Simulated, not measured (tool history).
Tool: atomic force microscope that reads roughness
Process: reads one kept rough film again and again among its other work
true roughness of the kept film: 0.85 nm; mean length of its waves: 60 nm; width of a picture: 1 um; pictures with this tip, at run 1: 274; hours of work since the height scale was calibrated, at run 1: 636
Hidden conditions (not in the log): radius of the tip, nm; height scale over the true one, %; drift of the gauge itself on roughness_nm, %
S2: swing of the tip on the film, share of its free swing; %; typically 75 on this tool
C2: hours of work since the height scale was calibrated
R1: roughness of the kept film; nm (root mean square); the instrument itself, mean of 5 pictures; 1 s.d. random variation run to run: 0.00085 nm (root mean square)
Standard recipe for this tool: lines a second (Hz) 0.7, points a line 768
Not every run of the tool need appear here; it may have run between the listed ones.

{"run": 1, "hour": 0.0, "lines a second (Hz)": 0.7, "S2": 75, "points a line": 768, "pictures with this tip": 274, "C2": 636, "R1": 0.7972}
{"hour": 7.6, "done": "new tip fitted"}
{"run": 2, "hour": 29.2, "lines a second (Hz)": 0.7, "S2": 75, "points a line": 768, "pictures with this tip": 37, "C2": 650, "R1": 0.7995}
{"run": 3, "hour": 69.8, "lines a second (Hz)": 0.7, "S2": 75, "points a line": 768, "pictures with this tip": 107, "C2": 671, "R1": 0.7996}
{"run": 4, "hour": 91.0, "lines a second (Hz)": 0.7, "S2": 75, "points a line": 768, "pictures with this tip": 144, "C2": 681, "R1": 0.7988}
{"run": 5, "hour": 131.4, "lines a second (Hz)": 0.7, "S2": 63, "points a line": 768, "pictures with this tip": 214, "C2": 701, "R1": 0.8164}
{"run": 6, "hour": 153.2, "lines a second (Hz)": 0.7, "S2": 89, "points a line": 768, "pictures with this tip": 251, "C2": 712, "R1": 0.7603}
{"run": 7, "hour": 170.3, "lines a second (Hz)": 0.7, "S2": 89, "points a line": 768, "pictures with this tip": 281, "C2": 721, "R1": 0.7605}
{"hour": 174.5, "done": "new tip fitted"}
{"run": 8, "hour": 200.0, "lines a second (Hz)": 0.7, "S2": 89, "points a line": 768, "pictures with this tip": 44, "C2": 736, "R1": 0.7638}
{"run": 9, "hour": 223.1, "lines a second (Hz)": 1.575, "S2": 89, "points a line": 768, "pictures with this tip": 84, "C2": 747, "R1": 0.6858}
{"run": 10, "hour": 247.9, "lines a second (Hz)": 0.7, "S2": 75, "points a line": 768, "pictures with this tip": 127, "C2": 760, "R1": 0.7985}
{"run": 11, "hour": 265.4, "lines a second (Hz)": 0.7, "S2": 75, "points a line": 768, "pictures with this tip": 157, "C2": 768, "R1": 0.799}
{"run": 12, "hour": 298.3, "lines a second (Hz)": 0.7, "S2": 75, "points a line": 768, "pictures with this tip": 214, "C2": 785, "R1": 0.7952}
{"run": 13, "hour": 331.7, "lines a second (Hz)": 0.7, "S2": 75, "points a line": 768, "pictures with this tip": 271, "C2": 802, "R1": 0.7954}
{"hour": 342.7, "done": "new tip fitted"}
{"run": 14, "hour": 356.3, "lines a second (Hz)": 0.7, "S2": 75, "points a line": 768, "pictures with this tip": 24, "C2": 814, "R1": 0.7999}
{"run": 15, "hour": 385.7, "lines a second (Hz)": 0.7, "S2": 75, "points a line": 345, "pictures with this tip": 75, "C2": 828, "R1": 0.7984}
{"run": 16, "hour": 416.5, "lines a second (Hz)": 0.7, "S2": 75, "points a line": 768, "pictures with this tip": 128, "C2": 844, "R1": 0.7983}
{"run": 17, "hour": 456.7, "lines a second (Hz)": 0.7, "S2": 75, "points a line": 768, "pictures with this tip": 197, "C2": 864, "R1": 0.7961}
{"run": 18, "hour": 494.0, "lines a second (Hz)": 1.969, "S2": 75, "points a line": 768, "pictures with this tip": 261, "C2": 883, "R1": 0.7318}
{"hour": 510.9, "done": "new tip fitted"}
{"run": 19, "hour": 521.7, "lines a second (Hz)": 1.969, "S2": 75, "points a line": 768, "pictures with this tip": 18, "C2": 896, "R1": 0.7358}
{"run": 20, "hour": 550.2, "lines a second (Hz)": 0.7, "S2": 75, "points a line": 768, "pictures with this tip": 67, "C2": 911, "R1": 0.7978}
{"run": 21, "hour": 583.2, "lines a second (Hz)": 0.7, "S2": 75, "points a line": 768, "pictures with this tip": 124, "C2": 927, "R1": 0.7967}
{"hour": 587.8, "done": "height scale calibrated on a step standard"}
{"run": 22, "hour": 626.4, "lines a second (Hz)": 0.7, "S2": 75, "points a line": 768, "pictures with this tip": 197, "C2": 19, "R1": 0.7942}
{"run": 23, "hour": 662.9, "lines a second (Hz)": 0.7, "S2": 75, "points a line": 768, "pictures with this tip": 260, "C2": 38, "R1": 0.7909}
{"hour": 679.3, "done": "new tip fitted"}
{"run": 24, "hour": 688.8, "lines a second (Hz)": 0.7, "S2": 75, "points a line": 768, "pictures with this tip": 17, "C2": 50, "R1": 0.7967}
{"run": 25, "hour": 730.3, "lines a second (Hz)": 0.7, "S2": 75, "points a line": 284, "pictures with this tip": 88, "C2": 71, "R1": 0.7927}
{"run": 26, "hour": 752.8, "lines a second (Hz)": 0.7, "S2": 75, "points a line": 284, "pictures with this tip": 127, "C2": 82, "R1": 0.7931}
{"run": 27, "hour": 788.2, "lines a second (Hz)": 1.211, "S2": 67, "points a line": 328, "pictures with this tip": 188, "C2": 100, "R1": 0.7876}
{"run": 28, "hour": 814.7, "lines a second (Hz)": 0.7, "S2": 67, "points a line": 330, "pictures with this tip": 234, "C2": 113, "R1": 0.8056}
{"hour": 838.3, "done": "height scale calibrated on a step standard, once more"}
{"run": 29, "hour": 838.3, "lines a second (Hz)": 0.7, "S2": 67, "points a line": 525, "pictures with this tip": 273, "C2": 0, "R1": 0.8121}
{"hour": 847.2, "done": "new tip fitted"}
{"run": 30, "hour": 866.7, "lines a second (Hz)": 1.928, "S2": 61, "points a line": 425, "pictures with this tip": 34, "C2": 14, "R1": 0.7949}
{"run": 31, "hour": 886.4, "lines a second (Hz)": 0.987, "S2": 58, "points a line": 746, "pictures with this tip": 68, "C2": 24, "R1": 0.8215}
{"run": 32, "hour": 911.0, "lines a second (Hz)": 0.7, "S2": 75, "points a line": 686, "pictures with this tip": 111, "C2": 36, "R1": 0.8022}
{"run": 33, "hour": 944.4, "lines a second (Hz)": 0.7, "S2": 75, "points a line": 686, "pictures with this tip": 168, "C2": 53, "R1": 0.8015}
{"run": 34, "hour": 971.5, "lines a second (Hz)": 0.7, "S2": 75, "points a line": 686, "pictures with this tip": 215, "C2": 66, "R1": 0.8012}
{"run": 35, "hour": 1012.1, "lines a second (Hz)": 0.7, "S2": 75, "points a line": 686, "pictures with this tip": 285, "C2": 87, "R1": 0.7993}
{"hour": 1015.8, "done": "new tip fitted"}
{"run": 36, "hour": 1049.1, "lines a second (Hz)": 1.258, "S2": 75, "points a line": 918, "pictures with this tip": 58, "C2": 105, "R1": 0.7726}
{"run": 37, "hour": 1073.3, "lines a second (Hz)": 0.7, "S2": 75, "points a line": 591, "pictures with this tip": 100, "C2": 117, "R1": 0.8013}
{"run": 38, "hour": 1100.6, "lines a second (Hz)": 0.684, "S2": 75, "points a line": 591, "pictures with this tip": 147, "C2": 131, "R1": 0.8022}
{"run": 39, "hour": 1125.8, "lines a second (Hz)": 0.684, "S2": 75, "points a line": 591, "pictures with this tip": 190, "C2": 144, "R1": 0.8017}
{"run": 40, "hour": 1165.8, "lines a second (Hz)": 0.684, "S2": 56, "points a line": 792, "pictures with this tip": 259, "C2": 164, "R1": 0.8257}
{"hour": 1184.4, "done": "new tip fitted"}
{"run": 41, "hour": 1185.3, "lines a second (Hz)": 1.754, "S2": 58, "points a line": 768, "pictures with this tip": 2, "C2": 173, "R1": 0.8088}
{"run": 42, "hour": 1221.6, "lines a second (Hz)": 1.754, "S2": 89, "points a line": 419, "pictures with this tip": 64, "C2": 191, "R1": 0.6735}
{"run": 43, "hour": 1242.5, "lines a second (Hz)": 2.773, "S2": 70, "points a line": 293, "pictures with this tip": 101, "C2": 202, "R1": 0.7297}
{"run": 44, "hour": 1269.0, "lines a second (Hz)": 2.773, "S2": 70, "points a line": 293, "pictures with this tip": 146, "C2": 215, "R1": 0.7285}
{"run": 45, "hour": 1310.6, "lines a second (Hz)": 0.607, "S2": 57, "points a line": 768, "pictures with this tip": 218, "C2": 236, "R1": 0.8282}
{"run": 46, "hour": 1330.2, "lines a second (Hz)": 0.607, "S2": 56, "points a line": 768, "pictures with this tip": 252, "C2": 246, "R1": 0.8262}
{"hour": 1351.2, "done": "new tip fitted"}
{"run": 47, "hour": 1364.6, "lines a second (Hz)": 0.846, "S2": 59, "points a line": 768, "pictures with this tip": 23, "C2": 263, "R1": 0.824}
{"run": 48, "hour": 1389.2, "lines a second (Hz)": 3.387, "S2": 86, "points a line": 622, "pictures with this tip": 66, "C2": 275, "R1": 0.5935}
{"run": 49, "hour": 1411.4, "lines a second (Hz)": 1.086, "S2": 66, "points a line": 622, "pictures with this tip": 104, "C2": 286, "R1": 0.803}
{"run": 50, "hour": 1432.5, "lines a second (Hz)": 0.5, "S2": 87, "points a line": 541, "pictures with this tip": 140, "C2": 297, "R1": 0.7886}
{"run": 51, "hour": 1459.7, "lines a second (Hz)": 0.5, "S2": 87, "points a line": 541, "pictures with this tip": 187, "C2": 310, "R1": 0.7878}
{"run": 52, "hour": 1483.8, "lines a second (Hz)": 0.7, "S2": 81, "points a line": 768, "pictures with this tip": 229, "C2": 322, "R1": 0.7849}

What if the next run were any one of these 4? Each begins from the tool's condition after run 52:
{"hour": 1518.7, "done": "new tip fitted"}
{"run": "A", "hour": 1519.8, "lines a second (Hz)": 0.834, "S2": 67, "points a line": 768, "pictures with this tip": 2, "C2": 340, "R1": "?"}
{"hour": 1518.7, "done": "new tip fitted"}
{"run": "B", "hour": 1519.8, "lines a second (Hz)": 2.357, "S2": 61, "points a line": 296, "pictures with this tip": 2, "C2": 340, "R1": "?"}
{"hour": 1518.7, "done": "new tip fitted"}
{"run": "C", "hour": 1519.8, "lines a second (Hz)": 0.675, "S2": 81, "points a line": 768, "pictures with this tip": 2, "C2": 340, "R1": "?"}
{"hour": 1518.7, "done": "new tip fitted"}
{"run": "D", "hour": 1519.8, "lines a second (Hz)": 0.7, "S2": 75, "points a line": 445, "pictures with this tip": 2, "C2": 340, "R1": "?"}

run=A R1=0.8118
run=B R1=0.7825
run=C R1=0.7922
run=D R1=0.8005
With no hidden state in the tool, these same runs would have given:
run=A R1=0.8143
run=B R1=0.7849
run=C R1=0.7946
run=D R1=0.8029

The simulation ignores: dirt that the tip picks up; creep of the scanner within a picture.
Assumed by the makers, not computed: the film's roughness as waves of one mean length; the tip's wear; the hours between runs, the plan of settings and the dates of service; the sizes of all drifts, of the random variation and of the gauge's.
